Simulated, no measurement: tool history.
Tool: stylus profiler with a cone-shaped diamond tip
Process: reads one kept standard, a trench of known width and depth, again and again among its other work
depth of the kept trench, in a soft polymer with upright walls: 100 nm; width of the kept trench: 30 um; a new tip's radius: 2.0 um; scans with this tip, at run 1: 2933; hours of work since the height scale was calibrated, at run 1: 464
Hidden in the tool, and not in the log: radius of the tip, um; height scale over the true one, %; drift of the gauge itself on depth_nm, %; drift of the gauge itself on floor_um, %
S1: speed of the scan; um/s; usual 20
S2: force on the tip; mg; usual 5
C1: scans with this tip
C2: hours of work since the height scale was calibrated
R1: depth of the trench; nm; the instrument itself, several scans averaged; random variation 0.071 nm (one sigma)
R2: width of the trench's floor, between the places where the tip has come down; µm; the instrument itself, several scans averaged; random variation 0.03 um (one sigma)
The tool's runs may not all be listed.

run 1 hour=0 | S1=20 S2=5 | C1=2933 C2=464 | R1=101.56 R2=28.51
run 2 hour=24.3 | S1=20 S2=5 | C1=3010 C2=476 | R1=101.48 R2=28.56
run 3 hour=34.4 | S1=20 S2=5 | C1=3042 C2=481 | R1=101.54 R2=28.5
run 4 hour=56.8 | S1=20 S2=5 | C1=3113 C2=493 | R1=101.51 R2=28.53
run 5 hour=74.9 | S1=20 S2=5 | C1=3171 C2=502 | R1=101.47 R2=28.56
run 6 hour=98.8 | S1=20 S2=5 | C1=3247 C2=514 | R1=101.55 R2=28.52
run 7 hour=113.4 | S1=20 S2=5 | C1=3293 C2=521 | R1=101.48 R2=28.55
run 8 hour=132.7 | S1=20 S2=5 | C1=3354 C2=531 | R1=101.56 R2=28.52
run 9 hour=148.5 | S1=20 S2=5 | C1=3404 C2=539 | R1=101.42 R2=28.5
run 10 hour=164.5 | S1=20 S2=5 | C1=3455 C2=547 | R1=101.46 R2=28.5
run 11 hour=176.6 | S1=18 S2=5 | C1=3494 C2=553 | R1=101.54 R2=28.51
run 12 hour=187.7 | S1=18 S2=5 | C1=3529 C2=558 | R1=101.4 R2=28.54
run 13 hour=205.6 | S1=18 S2=5 | C1=3586 C2=567 | R1=101.49 R2=28.55
run 14 hour=229.5 | S1=18 S2=5 | C1=3662 C2=579 | R1=101.56 R2=28.55
run 15 hour=240.2 | S1=43 S2=1.76 | C1=3696 C2=585 | R1=100.5 R2=28.24
run 16 hour=259.3 | S1=43 S2=1.76 | C1=3756 C2=594 | R1=100.5 R2=28.27
run 17 hour=277.2 | S1=50 S2=12.64 | C1=3813 C2=603 | R1=102.95 R2=28.45
run 18 hour=292.3 | S1=12 S2=12.41 | C1=3861 C2=611 | R1=102.86 R2=28.59
run 19 hour=311.9 | S1=12 S2=9.61 | C1=3923 C2=621 | R1=102.47 R2=28.54
run 20 hour=336.4 | S1=12 S2=9.61 | C1=4001 C2=633 | R1=102.31 R2=28.57
run 21 hour=351.9 | S1=33 S2=5 | C1=4050 C2=641 | R1=101.45 R2=28.41
run 22 hour=370.6 | S1=33 S2=5 | C1=4109 C2=650 | R1=101.41 R2=28.43
run 23 hour=384.6 | S1=14 S2=7.28 | C1=4154 C2=657 | R1=102.02 R2=28.53
run 24 hour=395.8 | S1=14 S2=1.95 | C1=4190 C2=663 | R1=100.59 R2=28.47
run 25 hour=411.7 | S1=9 S2=10.53 | C1=4240 C2=671 | R1=102.55 R2=28.61
run 26 hour=428.2 | S1=5 S2=7.9 | C1=4292 C2=679 | R1=101.94 R2=28.57
run 27 hour=445.8 | S1=35 S2=14.31 | C1=4348 C2=688 | R1=103.18 R2=28.46
run 28 hour=457.6 | S1=9 S2=5.15 | C1=4386 C2=694 | R1=101.32 R2=28.52

Forecast each of these 5 alternatives for the next run:
run A hour=477 | S1=17 S2=3.36 | C1=4447 C2=704 | R1=? R2=?
run B hour=477 | S1=47 S2=6.64 | C1=4447 C2=704 | R1=? R2=?
run C hour=477 | S1=13 S2=2.7 | C1=4447 C2=704 | R1=? R2=?
run D hour=477 | S1=28 S2=8.93 | C1=4447 C2=704 | R1=? R2=?
run E hour=477 | S1=20 S2=1.73 | C1=4447 C2=704 | R1=? R2=?

run=A R1=101.08 R2=28.53
run=B R1=101.69 R2=28.4
run=C R1=100.78 R2=28.54
run=D R1=102.2 R2=28.47
run=E R1=100.56 R2=28.39
Without the tool's hidden state the same runs would have given:
run=A R1=101.42 R2=28.71
run=B R1=102.04 R2=28.58
run=C R1=101.12 R2=28.72
run=D R1=102.55 R2=28.65
run=E R1=100.9 R2=28.57

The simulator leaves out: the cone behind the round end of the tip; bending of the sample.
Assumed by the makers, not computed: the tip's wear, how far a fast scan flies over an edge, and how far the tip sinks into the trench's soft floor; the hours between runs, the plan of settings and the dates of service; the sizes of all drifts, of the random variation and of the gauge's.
